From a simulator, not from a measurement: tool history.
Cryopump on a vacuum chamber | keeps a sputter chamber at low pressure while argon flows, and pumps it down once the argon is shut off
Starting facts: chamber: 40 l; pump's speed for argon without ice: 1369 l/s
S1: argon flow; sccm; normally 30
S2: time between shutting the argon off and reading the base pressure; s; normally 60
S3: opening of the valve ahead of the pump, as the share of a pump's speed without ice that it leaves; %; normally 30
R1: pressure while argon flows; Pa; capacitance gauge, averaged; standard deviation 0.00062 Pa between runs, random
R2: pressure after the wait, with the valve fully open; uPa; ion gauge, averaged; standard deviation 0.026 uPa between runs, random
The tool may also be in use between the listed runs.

run,hour,S1,S2,S3,R1,R2
1,0,30,60,30,0.128,2.83
2,17.8,30,60,30,0.1269,2.85
3,46.7,30,60,30,0.1265,2.79
4,60.8,30,60,30,0.1272,2.87
5,88.4,30,95,30,0.1284,2.46
6,114.4,30,243,30,0.1278,2.16
7,126.4,16,243,30,0.0686,2.18
8,138.2,16,243,30,0.0689,2.17
# hour 162.4: pump warmed up, emptied and cooled again
9,166.6,16,243,30,0.0663,1.96
10,186.9,16,243,30,0.0655,1.91
11,209.7,16,243,30,0.066,1.99
12,231.3,16,243,30,0.0665,1.93
13,259.3,16,124,30,0.0662,2.23
14,276.8,16,124,30,0.0665,2.32
15,301.9,16,124,30,0.0657,2.28
16,318.3,16,124,30,0.0662,2.26
17,334.7,16,124,30,0.0665,2.26
18,363.3,16,124,17,0.1166,2.31
19,376.6,16,124,17,0.1158,2.31
20,400.1,16,124,17,0.1162,2.36
21,413.7,17,60,30,0.0701,2.79
22,433.2,30,292,30,0.1259,2.02
23,448.2,18,60,16,0.1407,2.78
24,472.7,18,161,16,0.1412,2.23
25,495.9,18,161,16,0.1404,2.29
26,518,18,161,47,0.0483,2.27
27,530.1,37,45,16,0.2866,3.2
28,547.9,35,45,16,0.2727,3.11
29,569.4,26,60,19,0.1714,2.91
30,589.7,26,60,17,0.1902,2.85

What does the tool deliver on the next run?
31,602.6,26,60,17,?,?

R1: 0.1919 Pa
R2: 2.86 uPa
With the hidden condition absent and the run-to-run variation left alone, this run would have shown R1 0.1895 Pa, R2 1.12 uPa.

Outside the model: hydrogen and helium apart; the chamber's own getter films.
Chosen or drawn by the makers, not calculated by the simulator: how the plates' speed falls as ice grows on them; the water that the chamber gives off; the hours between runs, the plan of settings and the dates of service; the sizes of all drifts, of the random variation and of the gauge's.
